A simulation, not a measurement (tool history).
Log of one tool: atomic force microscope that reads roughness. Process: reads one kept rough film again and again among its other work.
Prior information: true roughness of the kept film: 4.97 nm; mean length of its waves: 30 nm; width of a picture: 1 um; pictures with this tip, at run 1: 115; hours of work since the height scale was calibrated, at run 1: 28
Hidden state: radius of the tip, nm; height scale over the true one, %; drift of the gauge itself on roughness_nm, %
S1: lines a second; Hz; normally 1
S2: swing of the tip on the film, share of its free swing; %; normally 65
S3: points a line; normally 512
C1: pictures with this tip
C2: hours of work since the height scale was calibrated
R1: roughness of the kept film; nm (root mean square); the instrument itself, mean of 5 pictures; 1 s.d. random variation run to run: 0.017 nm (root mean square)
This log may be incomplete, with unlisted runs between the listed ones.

run	hour	S1	S2	S3	C1	C2	R1
1	0	1	65	512	115	28	3.265
# hour 10: new tip fitted
2	36.1	1	65	512	40	46	3.8
3	94.6	0.86	65	512	129	75	3.225
# hour 100.8: new tip fitted
4	141.2	0.86	65	297	62	99	3.684
# hour 186.6: new tip fitted
5	189.3	3.06	65	297	4	123	3.85
6	215.3	1	65	743	44	136	3.721
7	252	1	65	743	101	154	3.332
# hour 272.3: new tip fitted
8	311.8	1	80	411	61	185	3.475
9	340.8	0.66	62	841	105	199	3.378
# hour 357.9: new tip fitted
10	389.2	1.63	58	725	48	223	3.758
11	416.5	2.54	69	725	90	237	3.228
12	441.3	1	65	419	128	250	3.209
# hour 447.4: new tip fitted
13	477.7	1	65	419	47	268	3.729
14	524.9	1	76	512	119	292	3.143

Alternative continuations, all from the tool just after run 14; predict every row:
# hour 533.6: new tip fitted
A	568.3	0.62	76	512	53	314	?
# hour 533.6: new tip fitted
B	568.3	1	69	410	53	314	?
# hour 533.6: new tip fitted
C	568.3	2.83	68	327	53	314	?
# hour 533.6: new tip fitted
D	568.3	1.45	62	808	53	314	?

run	R1
A	3.71
B	3.632
C	3.436
D	3.648
The same runs, with their run-to-run variation unchanged, on a tool lacking any hidden condition would have given:
run	R1
A	4.173
B	4.086
C	3.865
D	4.103
